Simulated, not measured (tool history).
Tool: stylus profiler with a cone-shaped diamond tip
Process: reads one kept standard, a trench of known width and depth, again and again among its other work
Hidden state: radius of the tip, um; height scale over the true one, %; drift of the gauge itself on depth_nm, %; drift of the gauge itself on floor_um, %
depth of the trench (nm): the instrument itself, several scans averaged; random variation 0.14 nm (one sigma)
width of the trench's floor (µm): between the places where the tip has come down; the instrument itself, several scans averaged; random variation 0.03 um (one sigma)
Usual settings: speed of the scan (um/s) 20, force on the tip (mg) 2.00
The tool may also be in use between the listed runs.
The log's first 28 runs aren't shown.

run	hour	speed of the scan (um/s)	force on the tip (mg)	scans with this tip	hours of work since the height scale was calibrated	depth of the trench (nm)	width of the trench's floor (µm)
29	604.2	18	2.46	7101	37	501.70	14.17
30	630.3	18	2.46	7259	53	501.61	14.16
# hour 633.3: height scale calibrated on a step standard, once more
31	645.9	9	3.16	7350	8	503.26	14.11
32	670.5	41	3.15	7498	23	502.63	14.02
33	696.2	7	2.00	7653	38	502.15	14.05
34	717.5	7	2.00	7782	51	502.08	14.04
35	744.4	69	1.07	7944	67	501.15	13.88
36	774.6	69	1.07	8126	86	501.31	13.82
37	798.9	7	3.50	8273	101	503.21	13.96
38	816.9	7	3.50	8381	112	503.17	13.93
39	846.6	12	4.02	8561	130	503.51	13.92
40	867.2	6	4.52	8684	142	503.83	13.90
41	885.5	40	0.68	8795	153	500.77	13.71

Forecast each of these 4 alternatives for the next run:
A	913.1	11	2.23	8962	170	?	?
B	913.1	64	1.31	8962	170	?	?
C	913.1	35	1.45	8962	170	?	?
D	913.1	8	2.00	8962	170	?	?

run	depth of the trench (nm)	width of the trench's floor (µm)
A	502.18	13.85
B	501.58	13.63
C	501.48	13.74
D	502.14	13.86
Without the tool's hidden state the same runs would have given:
run	depth of the trench (nm)	width of the trench's floor (µm)
A	502.55	15.63
B	501.95	15.40
C	501.85	15.52
D	502.51	15.64

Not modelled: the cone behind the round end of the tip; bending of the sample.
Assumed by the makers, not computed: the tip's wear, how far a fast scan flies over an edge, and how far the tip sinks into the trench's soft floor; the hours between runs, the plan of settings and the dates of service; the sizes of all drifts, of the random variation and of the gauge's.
